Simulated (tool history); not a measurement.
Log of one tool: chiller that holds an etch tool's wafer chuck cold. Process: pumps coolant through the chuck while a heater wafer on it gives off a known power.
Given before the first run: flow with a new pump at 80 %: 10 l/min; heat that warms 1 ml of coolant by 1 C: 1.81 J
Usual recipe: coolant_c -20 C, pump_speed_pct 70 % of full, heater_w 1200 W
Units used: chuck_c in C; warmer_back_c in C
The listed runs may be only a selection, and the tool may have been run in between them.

run	hour	coolant_c	pump_speed_pct	heater_w	chuck_c	warmer_back_c
1	0	-20	70	1200	-9.6	4.59
2	46.2	-20	70	1200	-9.68	4.59
3	130.6	-20	70	1200	-9.51	4.58
4	210.8	-20	70	1200	-9.55	4.58
5	319.1	-20	69	1200	-9.43	4.63
6	382.2	-20	70	1474	-7.1	5.62
7	454.4	-20	70	1474	-6.96	5.62
8	537.3	-20	70	1473	-7.06	5.61
9	594.3	-20	70	1473	-6.94	5.6
10	650.4	-20	70	1473	-6.98	5.63
11	749.5	-23	61	1423	-8.67	6.27

Here are 3 independent what-if runs from the current tool condition. What would each one return?
A	803.7	-23	74	836	?	?
B	803.7	-23	100	1364	?	?
C	803.7	-22	76	778	?	?

run	chuck_c	warmer_back_c
A	-15.78	3.02
B	-14.42	3.57
C	-15.45	2.72
What these runs would have given with no unlogged condition in the tool:
run	chuck_c	warmer_back_c
A	-16.05	3.02
B	-14.69	3.57
C	-15.72	2.72
